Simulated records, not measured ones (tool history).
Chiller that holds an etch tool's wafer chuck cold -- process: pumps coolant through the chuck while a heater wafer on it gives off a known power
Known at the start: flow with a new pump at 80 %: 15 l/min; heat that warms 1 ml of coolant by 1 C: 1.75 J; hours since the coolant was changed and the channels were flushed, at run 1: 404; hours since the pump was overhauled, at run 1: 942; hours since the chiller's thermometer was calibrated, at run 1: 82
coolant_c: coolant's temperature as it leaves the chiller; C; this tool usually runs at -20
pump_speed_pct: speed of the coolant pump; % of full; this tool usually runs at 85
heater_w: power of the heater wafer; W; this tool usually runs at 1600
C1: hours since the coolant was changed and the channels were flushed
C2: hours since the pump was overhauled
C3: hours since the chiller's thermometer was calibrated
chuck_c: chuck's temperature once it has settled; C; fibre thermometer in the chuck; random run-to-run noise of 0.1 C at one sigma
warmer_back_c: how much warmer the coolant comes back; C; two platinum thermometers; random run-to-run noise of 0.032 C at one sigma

run 1 day=0.000 | coolant_c=-20 pump_speed_pct=85 heater_w=1600 | C1=404 C2=942 C3=82 | chuck_c=-4.9 warmer_back_c=3.42
run 2 day=1.708 | coolant_c=-20 pump_speed_pct=85 heater_w=2254 | C1=445 C2=983 C3=123 | chuck_c=1.2 warmer_back_c=4.85
run 3 day=3.288 | coolant_c=-20 pump_speed_pct=85 heater_w=1600 | C1=483 C2=1021 C3=161 | chuck_c=-5.1 warmer_back_c=3.45
run 4 day=4.142 | coolant_c=-20 pump_speed_pct=85 heater_w=1600 | C1=503 C2=1041 C3=181 | chuck_c=-5.0 warmer_back_c=3.45
run 5 day=5.492 | coolant_c=-20 pump_speed_pct=85 heater_w=1600 | C1=536 C2=1074 C3=214 | chuck_c=-5.1 warmer_back_c=3.43
run 6 day=7.188 | coolant_c=-28 pump_speed_pct=85 heater_w=1600 | C1=576 C2=1114 C3=254 | chuck_c=-13.0 warmer_back_c=3.46
run 7 day=9.033 | coolant_c=-20 pump_speed_pct=85 heater_w=2326 | C1=621 C2=1159 C3=299 | chuck_c=1.9 warmer_back_c=4.90
run 8 day=10.371 | coolant_c=-20 pump_speed_pct=85 heater_w=2326 | C1=653 C2=1191 C3=331 | chuck_c=1.7 warmer_back_c=4.94
run 9 day=12.058 | coolant_c=-20 pump_speed_pct=85 heater_w=1600 | C1=693 C2=1231 C3=371 | chuck_c=-5.2 warmer_back_c=3.36
run 10 day=13.346 | coolant_c=-20 pump_speed_pct=85 heater_w=1600 | C1=724 C2=1262 C3=402 | chuck_c=-5.1 warmer_back_c=3.46
run 11 day=14.858 | coolant_c=-20 pump_speed_pct=85 heater_w=1600 | C1=760 C2=1299 C3=439 | chuck_c=-5.2 warmer_back_c=3.39
run 12 day=16.525 | coolant_c=-20 pump_speed_pct=85 heater_w=1600 | C1=800 C2=1339 C3=479 | chuck_c=-4.9 warmer_back_c=3.44
run 13 day=18.067 | coolant_c=-20 pump_speed_pct=89 heater_w=1600 | C1=837 C2=1376 C3=516 | chuck_c=-5.5 warmer_back_c=3.27
run 14 day=19.588 | coolant_c=-20 pump_speed_pct=89 heater_w=1600 | C1=874 C2=1412 C3=552 | chuck_c=-5.9 warmer_back_c=3.23
run 15 day=20.421 | coolant_c=-20 pump_speed_pct=89 heater_w=1600 | C1=894 C2=1432 C3=572 | chuck_c=-5.5 warmer_back_c=3.27
run 16 day=21.508 | coolant_c=-20 pump_speed_pct=89 heater_w=1600 | C1=920 C2=1458 C3=598 | chuck_c=-5.7 warmer_back_c=3.28
run 17 day=22.367 | coolant_c=-14 pump_speed_pct=85 heater_w=1600 | C1=941 C2=1479 C3=619 | chuck_c=1.0 warmer_back_c=3.43
run 18 day=23.329 | coolant_c=-12 pump_speed_pct=70 heater_w=1600 | C1=964 C2=1502 C3=642 | chuck_c=6.0 warmer_back_c=4.21
run 19 day=24.788 | coolant_c=-14 pump_speed_pct=85 heater_w=924 | C1=999 C2=1537 C3=677 | chuck_c=-5.3 warmer_back_c=1.95
run 20 day=26.629 | coolant_c=-28 pump_speed_pct=67 heater_w=881 | C1=1043 C2=1581 C3=721 | chuck_c=-17.4 warmer_back_c=2.48
run 21 day=27.575 | coolant_c=-28 pump_speed_pct=79 heater_w=2079 | C1=1066 C2=1604 C3=744 | chuck_c=-7.1 warmer_back_c=4.75
run 22 day=29.479 | coolant_c=-28 pump_speed_pct=79 heater_w=2079 | C1=1111 C2=1650 C3=790 | chuck_c=-6.8 warmer_back_c=4.83
run 23 day=31.162 | coolant_c=-28 pump_speed_pct=79 heater_w=2079 | C1=1152 C2=1690 C3=830 | chuck_c=-6.8 warmer_back_c=4.85
run 24 day=32.171 | coolant_c=-28 pump_speed_pct=79 heater_w=2079 | C1=1176 C2=1714 C3=854 | chuck_c=-7.0 warmer_back_c=4.92
run 25 day=32.983 | coolant_c=-28 pump_speed_pct=79 heater_w=2079 | C1=1195 C2=1734 C3=874 | chuck_c=-7.1 warmer_back_c=4.86
run 26 day=34.662 | coolant_c=-24 pump_speed_pct=85 heater_w=1600 | C1=1236 C2=1774 C3=914 | chuck_c=-9.1 warmer_back_c=3.40
run 27 day=36.179 | coolant_c=-23 pump_speed_pct=85 heater_w=1600 | C1=1272 C2=1810 C3=950 | chuck_c=-8.1 warmer_back_c=3.44
run 28 day=37.442 | coolant_c=-23 pump_speed_pct=85 heater_w=1600 | C1=1302 C2=1841 C3=981 | chuck_c=-8.0 warmer_back_c=3.43
run 29 day=38.375 | coolant_c=-23 pump_speed_pct=85 heater_w=1600 | C1=1325 C2=1863 C3=1003 | chuck_c=-8.0 warmer_back_c=3.42
run 30 day=39.179 | coolant_c=-15 pump_speed_pct=74 heater_w=1870 | C1=1344 C2=1882 C3=1022 | chuck_c=5.1 warmer_back_c=4.72
run 31 day=40.300 | coolant_c=-21 pump_speed_pct=88 heater_w=1255 | C1=1371 C2=1909 C3=1049 | chuck_c=-9.6 warmer_back_c=2.56
run 32 day=41.588 | coolant_c=-19 pump_speed_pct=100 heater_w=1600 | C1=1402 C2=1940 C3=1080 | chuck_c=-6.3 warmer_back_c=2.83

Predict each of these 3 candidate next runs independently; none follows another, all start after run 32:
run A day=43.075 | coolant_c=-17 pump_speed_pct=74 heater_w=1600 | C1=1438 C2=1976 C3=1116 | chuck_c=? warmer_back_c=?
run B day=43.075 | coolant_c=-19 pump_speed_pct=66 heater_w=2353 | C1=1438 C2=1976 C3=1116 | chuck_c=? warmer_back_c=?
run C day=43.075 | coolant_c=-25 pump_speed_pct=85 heater_w=1600 | C1=1438 C2=1976 C3=1116 | chuck_c=? warmer_back_c=?

run=A chuck_c=0.3 warmer_back_c=3.97
run=B chuck_c=9.5 warmer_back_c=6.66
run=C chuck_c=-9.7 warmer_back_c=3.43
The same runs, with their run-to-run variation unchanged, on a tool lacking any hidden condition would have given:
run=A chuck_c=0.3 warmer_back_c=3.97
run=B chuck_c=9.5 warmer_back_c=6.65
run=C chuck_c=-9.8 warmer_back_c=3.43
